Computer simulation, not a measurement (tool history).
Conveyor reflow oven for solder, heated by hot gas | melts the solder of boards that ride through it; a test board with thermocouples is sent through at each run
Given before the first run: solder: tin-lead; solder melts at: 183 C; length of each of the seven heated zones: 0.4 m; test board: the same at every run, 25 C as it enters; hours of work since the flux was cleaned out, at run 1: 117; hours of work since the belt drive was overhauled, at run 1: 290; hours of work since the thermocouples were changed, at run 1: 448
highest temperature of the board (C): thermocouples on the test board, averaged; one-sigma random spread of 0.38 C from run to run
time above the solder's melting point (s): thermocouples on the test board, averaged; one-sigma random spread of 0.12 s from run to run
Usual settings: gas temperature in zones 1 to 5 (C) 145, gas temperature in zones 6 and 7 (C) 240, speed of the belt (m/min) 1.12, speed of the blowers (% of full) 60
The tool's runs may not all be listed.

run,day,gas temperature in zones 1 to 5 (C),gas temperature in zones 6 and 7 (C),speed of the belt (m/min),speed of the blowers (% of full),hours of work since the flux was cleaned out,hours of work since the belt drive was overhauled,hours of work since the thermocouples were changed,highest temperature of the board (C),time above the solder's melting point (s)
1,0,145,240,1.12,60,117,290,448,215.2,32
2,0.538,145,240,1.12,60,127,300,458,216.2,32.1
3,0.883,145,240,1.12,60,133,307,464,215.8,32.2
4,1.204,145,240,1.12,60,139,313,470,215.4,32
5,1.708,145,240,1.12,60,149,322,480,216.1,32.2
6,2.396,145,240,1.12,60,161,335,492,216.1,32
7,3.067,145,240,1.12,60,174,347,505,216.1,32.2
8,3.758,145,240,1.12,60,187,360,518,215.5,32.1
9,4.208,145,240,1.12,60,195,368,526,215.9,32.2
10,4.625,145,240,1.12,60,203,376,534,216.3,31.9
# day 5.292: flux residue cleaned out of gas plates and filters
11,5.504,145,240,1.12,60,4,388,546,215.8,32.1
12,5.854,145,240,1.12,60,10,395,553,216.4,32.1
13,6.329,145,240,1.12,60,19,404,562,215.7,31.9
14,6.946,145,240,1.12,60,31,415,573,216.3,32.2
15,7.433,145,240,1.12,60,40,424,582,216.2,32.2
16,7.808,145,236,1.31,79,47,431,589,213.2,25.9
17,8.221,135,240,1.12,60,54,439,597,213.6,28.9
18,8.717,145,237,1.12,51,64,448,606,210,28.5
19,9.004,154,237,1.21,51,69,453,611,209.8,27.7
20,9.425,158,244,1.33,55,77,461,619,213.9,27.8
21,9.783,158,244,1.33,55,83,468,626,212.6,27.9
22,10.429,146,240,1.25,52,95,480,638,208.5,24.4
23,10.925,146,232,1.25,66,105,489,647,207.6,24.7
24,11.488,146,244,1.05,66,115,500,657,223.5,38.4
25,12,145,238,1.12,60,125,509,667,214.3,31.3
26,12.508,135,238,1.12,56,134,518,676,210.5,26.9
27,13.071,135,238,1.12,56,144,529,687,210.5,26.9
28,13.462,135,235,1.22,56,152,536,694,204.1,21.1
29,14.167,135,235,1.22,56,165,549,707,204,20.9
30,14.675,144,232,0.96,57,174,559,716,213.9,36.6

Each row is a separate what-if for the run after 30, all from the same tool condition, not one after another. Results?
A,15.338,145,240,0.91,60,186,571,729,?,?
B,15.338,145,240,1.09,60,186,571,729,?,?
C,15.338,140,232,0.96,77,186,571,729,?,?
D,15.338,155,240,1.25,60,186,571,729,?,?
E,15.338,131,252,1.04,57,186,571,729,?,?

run,highest temperature of the board (C),time above the solder's melting point (s)
A,222.9,44.1
B,217.2,33.6
C,217.8,38.6
D,214.7,29.8
E,224.4,35.5
The same runs, with their run-to-run variation unchanged, on a tool lacking any hidden condition would have given:
run,highest temperature of the board (C),time above the solder's melting point (s)
A,223.1,44.2
B,217.4,33.7
C,218.1,38.7
D,214.9,29.9
E,224.7,35.6
